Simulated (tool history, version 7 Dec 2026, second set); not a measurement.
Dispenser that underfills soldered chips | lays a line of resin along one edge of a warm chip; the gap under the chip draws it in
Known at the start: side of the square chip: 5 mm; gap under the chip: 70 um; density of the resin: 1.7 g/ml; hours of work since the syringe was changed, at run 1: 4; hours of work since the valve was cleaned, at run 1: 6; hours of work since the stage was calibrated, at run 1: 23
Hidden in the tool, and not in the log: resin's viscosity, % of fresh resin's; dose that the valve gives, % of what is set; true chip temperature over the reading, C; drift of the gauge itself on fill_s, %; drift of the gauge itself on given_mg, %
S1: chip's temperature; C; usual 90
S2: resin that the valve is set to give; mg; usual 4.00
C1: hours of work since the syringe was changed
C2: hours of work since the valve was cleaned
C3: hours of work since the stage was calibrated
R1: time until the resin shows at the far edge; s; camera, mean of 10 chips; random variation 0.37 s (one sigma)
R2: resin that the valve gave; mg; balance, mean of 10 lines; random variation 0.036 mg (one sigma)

| run | hour | S1 | S2 | C1 | C2 | C3 | R1 | R2 |
|---|---|---|---|---|---|---|---|---|
| 1 | 0.0 | 90 | 4.00 | 4 | 6 | 23 | 30.9 | 3.97 |
|  | 2.7 | new syringe of resin |
| 2 | 3.1 | 90 | 3.95 | 0 | 8 | 25 | 21.9 | 3.90 |
| 3 | 6.7 | 90 | 4.00 | 3 | 10 | 28 | 27.4 | 3.97 |
|  | 11.1 | new syringe of resin |
| 4 | 11.3 | 90 | 4.00 | 0 | 13 | 31 | 22.9 | 3.90 |
| 5 | 14.1 | 90 | 4.00 | 2 | 15 | 33 | 26.7 | 3.94 |
| 6 | 17.0 | 90 | 4.00 | 4 | 18 | 35 | 30.2 | 3.91 |
|  | 19.4 | new syringe of resin |
| 7 | 21.2 | 90 | 4.00 | 1 | 20 | 38 | 25.2 | 3.88 |
| 8 | 25.2 | 90 | 4.00 | 4 | 23 | 41 | 30.1 | 3.91 |
|  | 27.8 | new syringe of resin |
| 9 | 28.4 | 90 | 4.00 | 0 | 25 | 43 | 22.3 | 3.97 |
| 10 | 31.7 | 90 | 4.00 | 3 | 28 | 45 | 27.0 | 3.89 |
| 11 | 35.2 | 90 | 4.00 | 5 | 30 | 48 | 33.3 | 3.88 |
|  | 36.2 | new syringe of resin |
| 12 | 38.3 | 90 | 4.00 | 2 | 32 | 50 | 25.3 | 3.90 |
| 13 | 40.3 | 90 | 4.00 | 3 | 34 | 51 | 27.7 | 3.93 |
| 14 | 42.4 | 90 | 4.00 | 4 | 35 | 53 | 31.6 | 3.94 |
|  | 44.5 | new syringe of resin |
| 15 | 45.5 | 90 | 4.00 | 1 | 37 | 55 | 23.0 | 3.82 |
| 16 | 49.3 | 90 | 4.00 | 3 | 40 | 58 | 29.0 | 3.84 |
| 17 | 51.3 | 90 | 4.00 | 5 | 42 | 59 | 31.4 | 3.78 |
|  | 53.0 | new syringe of resin |
| 18 | 56.2 | 90 | 4.00 | 2 | 45 | 63 | 26.5 | 3.81 |
| 19 | 60.5 | 90 | 4.00 | 6 | 48 | 66 | 33.6 | 3.80 |
|  | 61.5 | new syringe of resin |
| 20 | 64.3 | 104 | 4.88 | 2 | 51 | 68 | 13.6 | 4.60 |
| 21 | 68.5 | 77 | 3.67 | 5 | 54 | 71 | 62.8 | 3.48 |
|  | 69.9 | new syringe of resin |
| 22 | 72.6 | 90 | 5.19 | 2 | 57 | 74 | 23.3 | 4.90 |
|  | 74.2 | dispensing valve cleaned and set on the balance |
| 23 | 76.1 | 90 | 5.19 | 4 | 1 | 76 | 27.0 | 5.24 |
|  | 79.5 | new syringe of resin |
| 24 | 81.0 | 93 | 3.87 | 1 | 5 | 79 | 20.6 | 3.88 |
| 25 | 83.4 | 92 | 4.16 | 3 | 6 | 81 | 24.4 | 4.11 |
| 26 | 87.2 | 92 | 4.16 | 6 | 9 | 84 | 29.3 | 4.07 |
|  | 88.0 | new syringe of resin |
| 27 | 91.2 | 98 | 5.13 | 2 | 12 | 86 | 17.3 | 5.04 |
| 28 | 93.5 | 105 | 4.62 | 4 | 14 | 88 | 15.0 | 4.51 |
|  | 96.3 | new syringe of resin |
| 29 | 97.5 | 105 | 4.72 | 1 | 16 | 91 | 11.8 | 4.62 |
| 30 | 101.4 | 105 | 4.72 | 4 | 19 | 94 | 14.9 | 4.71 |
| 31 | 103.8 | 79 | 3.93 | 5 | 21 | 95 | 56.3 | 3.85 |
|  | 104.6 | new syringe of resin |
| 32 | 108.1 | 79 | 3.93 | 3 | 24 | 98 | 45.3 | 3.78 |
| 33 | 110.7 | 95 | 3.48 | 4 | 26 | 100 | 25.9 | 3.37 |
|  | 112.9 | new syringe of resin |
| 34 | 115.1 | 95 | 4.65 | 2 | 29 | 103 | 19.0 | 4.55 |
| 35 | 119.2 | 99 | 4.04 | 5 | 32 | 106 | 20.0 | 3.96 |

4 ways to go on from here, each from the tool as it stands after run 35. What would each give?
|  | 121.4 | new syringe of resin |
| A | 123.0 | 100 | 4.05 | 1 | 34 | 109 | ? | ? |
|  | 121.4 | new syringe of resin |
| B | 123.0 | 90 | 3.75 | 1 | 34 | 109 | ? | ? |
|  | 121.4 | new syringe of resin |
| C | 123.0 | 101 | 3.68 | 1 | 34 | 109 | ? | ? |
|  | 121.4 | new syringe of resin |
| D | 123.0 | 90 | 4.27 | 1 | 34 | 109 | ? | ? |

| run | R1 | R2 |
|---|---|---|
| A | 15.4 | 3.94 |
| B | 24.3 | 3.64 |
| C | 15.3 | 3.62 |
| D | 23.4 | 4.07 |
Without the tool's hidden state the same runs would have given:
| run | R1 | R2 |
|---|---|---|
| A | 14.5 | 4.07 |
| B | 22.7 | 3.76 |
| C | 14.3 | 3.74 |
| D | 22.1 | 4.20 |

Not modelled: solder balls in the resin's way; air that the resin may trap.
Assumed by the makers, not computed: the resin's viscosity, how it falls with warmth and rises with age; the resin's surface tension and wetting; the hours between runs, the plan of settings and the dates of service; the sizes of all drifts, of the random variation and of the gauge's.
